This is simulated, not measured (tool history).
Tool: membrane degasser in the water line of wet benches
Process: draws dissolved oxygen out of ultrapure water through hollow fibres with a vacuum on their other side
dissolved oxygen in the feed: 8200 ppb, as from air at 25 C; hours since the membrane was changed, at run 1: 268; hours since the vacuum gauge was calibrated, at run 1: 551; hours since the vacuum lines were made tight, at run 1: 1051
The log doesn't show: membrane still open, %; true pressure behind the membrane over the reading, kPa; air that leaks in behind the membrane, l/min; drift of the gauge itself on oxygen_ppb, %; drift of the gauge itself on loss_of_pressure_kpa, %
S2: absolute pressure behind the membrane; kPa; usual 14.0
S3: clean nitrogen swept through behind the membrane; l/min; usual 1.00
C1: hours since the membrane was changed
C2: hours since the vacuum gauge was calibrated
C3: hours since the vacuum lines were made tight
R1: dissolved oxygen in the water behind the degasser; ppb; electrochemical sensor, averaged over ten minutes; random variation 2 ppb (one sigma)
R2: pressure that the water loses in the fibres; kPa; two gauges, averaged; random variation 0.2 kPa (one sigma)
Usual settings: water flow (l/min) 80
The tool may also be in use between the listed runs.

run 1 day=0.000 | water_flow_(l/min)=80 S2=14.0 S3=1.00 | C1=268 C2=551 C3=1051 | R1=1290.7 R2=43.43
run 2 day=2.612 | water_flow_(l/min)=74 S2=14.0 S3=1.00 | C1=331 C2=613 C3=1113 | R1=1227.4 R2=40.47
run 3 day=4.188 | water_flow_(l/min)=80 S2=19.0 S3=1.00 | C1=369 C2=651 C3=1151 | R1=1785.7 R2=43.62
run 4 day=6.575 | water_flow_(l/min)=80 S2=19.0 S3=1.00 | C1=426 C2=708 C3=1208 | R1=1787.9 R2=43.62
run 5 day=7.879 | water_flow_(l/min)=80 S2=14.0 S3=1.00 | C1=457 C2=740 C3=1240 | R1=1288.5 R2=43.73
run 6 day=10.100 | water_flow_(l/min)=80 S2=14.0 S3=1.00 | C1=511 C2=793 C3=1293 | R1=1293.8 R2=43.92
run 7 day=12.321 | water_flow_(l/min)=80 S2=13.0 S3=1.00 | C1=564 C2=846 C3=1346 | R1=1179.9 R2=43.63
run 8 day=15.071 | water_flow_(l/min)=80 S2=13.0 S3=1.00 | C1=630 C2=912 C3=1412 | R1=1183.9 R2=43.37
run 9 day=17.221 | water_flow_(l/min)=80 S2=14.0 S3=1.56 | C1=682 C2=964 C3=1464 | R1=962.9 R2=44.22
run 10 day=19.721 | water_flow_(l/min)=80 S2=14.0 S3=1.56 | C1=742 C2=1024 C3=1524 | R1=962.9 R2=43.61
run 11 day=22.300 | water_flow_(l/min)=80 S2=14.0 S3=1.56 | C1=803 C2=1086 C3=1586 | R1=964.2 R2=44.36
run 12 day=24.988 | water_flow_(l/min)=80 S2=14.0 S3=1.56 | C1=868 C2=1150 C3=1650 | R1=962.8 R2=43.72
run 13 day=27.400 | water_flow_(l/min)=126 S2=26.7 S3=1.56 | C1=926 C2=1208 C3=1708 | R1=2500.1 R2=69.58
run 14 day=30.233 | water_flow_(l/min)=80 S2=17.4 S3=1.34 | C1=994 C2=1276 C3=1776 | R1=1361.0 R2=43.93
run 15 day=32.475 | water_flow_(l/min)=118 S2=17.5 S3=1.00 | C1=1048 C2=1330 C3=1830 | R1=2076.4 R2=64.75
-- day=32.642 vacuum gauge calibrated
run 16 day=35.396 | water_flow_(l/min)=118 S2=17.5 S3=1.00 | C1=1117 C2=66 C3=1900 | R1=2077.8 R2=64.82
-- day=37.000 vacuum gauge calibrated, once more
run 17 day=37.621 | water_flow_(l/min)=60 S2=15.7 S3=0.90 | C1=1170 C2=15 C3=1952 | R1=1305.9 R2=32.73
run 18 day=40.612 | water_flow_(l/min)=80 S2=14.0 S3=1.15 | C1=1242 C2=87 C3=2024 | R1=1185.0 R2=43.92
run 19 day=41.875 | water_flow_(l/min)=126 S2=20.0 S3=1.85 | C1=1272 C2=117 C3=2055 | R1=1749.1 R2=69.23
run 20 day=44.579 | water_flow_(l/min)=90 S2=15.0 S3=0.62 | C1=1337 C2=182 C3=2119 | R1=1945.1 R2=49.58
run 21 day=47.333 | water_flow_(l/min)=79 S2=16.1 S3=2.94 | C1=1403 C2=248 C3=2186 | R1=697.8 R2=43.35
run 22 day=49.271 | water_flow_(l/min)=79 S2=16.1 S3=2.94 | C1=1450 C2=295 C3=2232 | R1=699.0 R2=43.36
run 23 day=51.550 | water_flow_(l/min)=55 S2=19.5 S3=1.05 | C1=1504 C2=349 C3=2287 | R1=1401.5 R2=30.37
run 24 day=53.279 | water_flow_(l/min)=55 S2=12.0 S3=1.97 | C1=1546 C2=391 C3=2328 | R1=501.1 R2=30.45

3 ways to go on from here, each from the tool as it stands after run 24. What would each give?
run A day=54.738 | water_flow_(l/min)=117 S2=12.0 S3=1.97 | C1=1581 C2=426 C3=2363 | R1=? R2=?
run B day=54.738 | water_flow_(l/min)=52 S2=31.4 S3=1.16 | C1=1581 C2=426 C3=2363 | R1=? R2=?
run C day=54.738 | water_flow_(l/min)=80 S2=14.0 S3=1.00 | C1=1581 C2=426 C3=2363 | R1=? R2=?

run=A R1=923.5 R2=64.71
run=B R1=1985.7 R2=28.51
run=C R1=1293.3 R2=44.14
Without the tool's hidden state the same runs would have given:
run=A R1=915.4 R2=63.80
run=B R1=1981.8 R2=28.11
run=C R1=1287.4 R2=43.52
